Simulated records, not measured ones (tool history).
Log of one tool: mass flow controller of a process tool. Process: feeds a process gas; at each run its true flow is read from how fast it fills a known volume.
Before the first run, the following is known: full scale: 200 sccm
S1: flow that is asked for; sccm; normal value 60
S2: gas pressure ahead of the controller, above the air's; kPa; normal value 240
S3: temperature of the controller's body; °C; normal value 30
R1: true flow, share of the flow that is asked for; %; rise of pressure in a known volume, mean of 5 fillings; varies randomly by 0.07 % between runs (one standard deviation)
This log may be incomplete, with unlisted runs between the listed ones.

run 1 hour=0.0 | S1=60 S2=240 S3=30 | R1=95.41
run 2 hour=121.4 | S1=60 S2=145 S3=30 | R1=95.80
run 3 hour=210.3 | S1=60 S2=240 S3=30 | R1=95.15
run 4 hour=351.1 | S1=60 S2=240 S3=30 | R1=95.06
run 5 hour=490.5 | S1=60 S2=240 S3=30 | R1=95.12
run 6 hour=613.9 | S1=33 S2=240 S3=30 | R1=92.78
run 7 hour=756.0 | S1=114 S2=240 S3=30 | R1=96.76
run 8 hour=893.3 | S1=114 S2=240 S3=30 | R1=96.60
run 9 hour=1031.4 | S1=114 S2=240 S3=30 | R1=96.56
run 10 hour=1115.5 | S1=114 S2=240 S3=30 | R1=96.54
run 11 hour=1268.6 | S1=60 S2=240 S3=30 | R1=94.68
run 12 hour=1386.3 | S1=60 S2=240 S3=30 | R1=94.61
run 13 hour=1516.5 | S1=60 S2=240 S3=30 | R1=94.56
run 14 hour=1610.3 | S1=60 S2=240 S3=30 | R1=94.48
run 15 hour=1741.5 | S1=60 S2=142 S3=30 | R1=94.92
run 16 hour=1857.6 | S1=60 S2=142 S3=30 | R1=94.98
run 17 hour=1948.8 | S1=60 S2=142 S3=30 | R1=95.01
run 18 hour=2053.4 | S1=60 S2=142 S3=30 | R1=94.90
run 19 hour=2193.4 | S1=41 S2=207 S3=21 | R1=93.22
run 20 hour=2284.8 | S1=41 S2=207 S3=21 | R1=93.18
run 21 hour=2421.7 | S1=41 S2=279 S3=21 | R1=92.69
run 22 hour=2521.6 | S1=47 S2=279 S3=21 | R1=93.17
-- hour=2532.3 controller's zero set anew
run 23 hour=2655.8 | S1=47 S2=267 S3=21 | R1=91.76
run 24 hour=2748.5 | S1=47 S2=267 S3=21 | R1=91.68
run 25 hour=2834.4 | S1=47 S2=221 S3=24 | R1=91.64
run 26 hour=2962.8 | S1=47 S2=221 S3=24 | R1=91.58
run 27 hour=3049.2 | S1=60 S2=147 S3=32 | R1=93.20
-- hour=3174.9 controller's zero set anew, once more
run 28 hour=3196.6 | S1=49 S2=196 S3=33 | R1=96.70
run 29 hour=3301.8 | S1=49 S2=196 S3=33 | R1=96.78
run 30 hour=3421.8 | S1=49 S2=196 S3=33 | R1=96.60
run 31 hour=3510.7 | S1=49 S2=196 S3=33 | R1=96.65
run 32 hour=3651.6 | S1=36 S2=232 S3=27 | R1=96.17
run 33 hour=3765.4 | S1=60 S2=240 S3=23 | R1=96.77
run 34 hour=3918.2 | S1=93 S2=187 S3=29 | R1=97.10

Below are 4 alternative next runs, each starting from the tool's condition after run 34. Predict each:
run A hour=3986.4 | S1=179 S2=187 S3=33 | R1=?
run B hour=3986.4 | S1=60 S2=240 S3=34 | R1=?
run C hour=3986.4 | S1=71 S2=167 S3=36 | R1=?
run D hour=3986.4 | S1=122 S2=185 S3=21 | R1=?

run=A R1=98.11
run=B R1=96.20
run=C R1=96.68
run=D R1=98.00
With no hidden state in the tool, these same runs would have given:
run=A R1=99.34
run=B R1=97.62
run=C R1=98.06
run=D R1=99.27

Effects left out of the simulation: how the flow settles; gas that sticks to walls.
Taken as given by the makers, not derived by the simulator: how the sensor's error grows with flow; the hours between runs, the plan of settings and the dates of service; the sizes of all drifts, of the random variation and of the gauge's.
